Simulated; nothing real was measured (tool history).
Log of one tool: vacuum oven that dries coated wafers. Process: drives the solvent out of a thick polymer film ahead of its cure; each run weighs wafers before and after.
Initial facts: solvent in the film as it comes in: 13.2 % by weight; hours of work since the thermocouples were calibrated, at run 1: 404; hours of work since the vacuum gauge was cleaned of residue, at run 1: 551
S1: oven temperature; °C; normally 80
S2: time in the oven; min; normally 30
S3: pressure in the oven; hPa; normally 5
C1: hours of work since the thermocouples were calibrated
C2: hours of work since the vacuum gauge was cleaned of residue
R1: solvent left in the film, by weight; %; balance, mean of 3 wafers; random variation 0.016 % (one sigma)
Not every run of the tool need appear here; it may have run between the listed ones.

run	day	S1	S2	S3	C1	C2	R1
1	0	80	30	5	404	551	1.43
2	1.129	80	30	5	421	567	1.4
3	2.575	80	30	5	442	588	1.43
4	4.8	80	30	5	475	621	1.4
5	7.15	91	30	5	509	655	0.57
6	8.338	91	30	5	527	673	0.53
# day 8.562: oven's thermocouples calibrated
7	10.433	80	30	5	27	702	1.34
8	11.808	80	30	5	48	723	1.34
9	12.942	80	30	5	64	739	1.33
10	15.375	80	30	5	100	775	1.36
11	17.421	80	30	5	130	805	1.35
12	19.783	87	30	3.18	164	839	0.6
13	22.208	87	30	3.45	200	875	0.61
# day 22.438: oven's thermocouples calibrated, once more
14	23.3	87	30	3.45	13	890	0.78
15	25.596	74	30	5	46	923	2.79
16	27.254	74	30	5	71	948	2.76
17	28.442	86	35	2.59	88	965	0.69
18	30.358	84	26	12.27	116	993	1.9
19	31.888	74	27	6.01	138	1016	3.17
20	33.138	90	30	14.17	157	1034	1.27
21	34.854	92	18	13.61	182	1059	1.58

5 ways to go on from here, each from the tool as it stands after run 21. What would each give?
A	36.338	78	18	3.95	204	1081	?
B	36.338	84	30	5	204	1081	?
C	36.338	67	43	12.87	204	1081	?
D	36.338	85	17	13.61	204	1081	?
E	36.338	93	37	19.73	204	1081	?

run	R1
A	3.45
B	1.17
C	4.27
D	2.84
E	1.31
Take away the tool's hidden state, keep each run's random variation, and the runs would have read:
run	R1
A	3.17
B	0.86
C	3.75
D	2.61
E	1.07

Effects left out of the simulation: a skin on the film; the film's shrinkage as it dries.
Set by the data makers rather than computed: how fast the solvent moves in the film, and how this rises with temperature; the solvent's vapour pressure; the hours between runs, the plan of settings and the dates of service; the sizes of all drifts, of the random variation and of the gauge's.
